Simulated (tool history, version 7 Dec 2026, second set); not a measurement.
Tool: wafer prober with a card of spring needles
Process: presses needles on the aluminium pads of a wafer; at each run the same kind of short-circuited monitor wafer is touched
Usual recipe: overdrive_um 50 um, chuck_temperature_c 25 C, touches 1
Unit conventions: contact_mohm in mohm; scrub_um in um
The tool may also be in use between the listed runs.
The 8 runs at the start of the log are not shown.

run	hour	overdrive_um	chuck_temperature_c	touches	touches since the tips were cleaned	cleanings since the card got new needles	touches since the first contact's height was set	contact_mohm	scrub_um
# hour 59.4: tips cleaned on abrasive film
9	63.4	31	25	1	2231	42	19429	146	7.24
# hour 69.8: tips cleaned on abrasive film
10	72.8	50	25	1	1639	43	24565	130	11.59
# hour 80.7: tips cleaned on abrasive film
11	82.6	50	25	1	1041	44	29935	131	11.54
# hour 90.9: tips cleaned on abrasive film
12	92.3	50	25	1	773	45	35235	130	11.74
13	99.2	50	25	1	4588	45	39050	131	11.77
# hour 101.6: tips cleaned on abrasive film
14	110.9	50	25	1	5112	46	45463	129	11.54
# hour 111.7: tips cleaned on abrasive film
15	120.8	50	25	1	5077	47	50916	128	11.68
# hour 121.7: tips cleaned on abrasive film
# hour 132.7: tips cleaned on abrasive film
16	132.8	50	25	1	52	49	57418	128	11.52
# hour 143.1: tips cleaned on abrasive film
17	143.1	50	25	1	0	50	63079	129	11.79
18	152.5	50	25	2	5199	50	68278	133	11.72
# hour 153.1: tips cleaned on abrasive film
# hour 163.3: tips cleaned on abrasive film
19	163.6	50	25	2	145	52	74283	132	11.46
# hour 173.8: tips cleaned on abrasive film
20	175.6	50	32	2	1035	53	80910	132	11.67
21	182.1	50	32	2	4620	53	84495	130	11.65
# hour 184.0: tips cleaned on abrasive film
22	191.9	46	34	2	4398	54	89868	133	10.77
# hour 194.7: tips cleaned on abrasive film
23	201.4	50	25	2	3704	55	95067	132	11.68
# hour 205.0: tips cleaned on abrasive film
24	213.3	59	102	2	4566	56	101579	139	13.74
# hour 215.4: tips cleaned on abrasive film
25	222.0	63	85	3	3622	57	106336	134	14.84
# hour 225.6: tips cleaned on abrasive film
26	227.8	52	25	1	1229	58	109485	130	12.31
# hour 236.1: tips cleaned on abrasive film
27	237.9	52	25	1	973	59	115025	130	12.14
# hour 246.5: tips cleaned on abrasive film
28	249.4	59	25	2	1600	60	121321	128	13.76
29	254.8	50	25	2	4607	60	124328	132	11.75
# hour 256.5: tips cleaned on abrasive film
# hour 266.6: tips cleaned on abrasive film
30	266.9	57	95	2	179	62	130931	139	13.32
31	274.2	60	95	2	4183	62	134935	136	14.00
# hour 276.6: tips cleaned on abrasive film
32	285.6	60	26	2	4974	63	141216	127	13.98
# hour 286.9: tips cleaned on abrasive film
33	294.2	60	44	1	4014	64	145908	130	14.19

3 ways to go on from here, each from the tool as it stands after run 33. What would each give?
# hour 297.8: tips cleaned on abrasive film
A	299.7	50	25	2	1087	65	148906	?	?
# hour 297.8: tips cleaned on abrasive film
B	299.7	43	49	1	1087	65	148906	?	?
# hour 297.8: tips cleaned on abrasive film
C	299.7	40	93	2	1087	65	148906	?	?

run	contact_mohm	scrub_um
A	129	11.80
B	137	9.95
C	149	9.44
Had the tool no hidden state, the same runs would have come out as:
run	contact_mohm	scrub_um
A	129	11.80
B	137	9.95
C	149	9.44
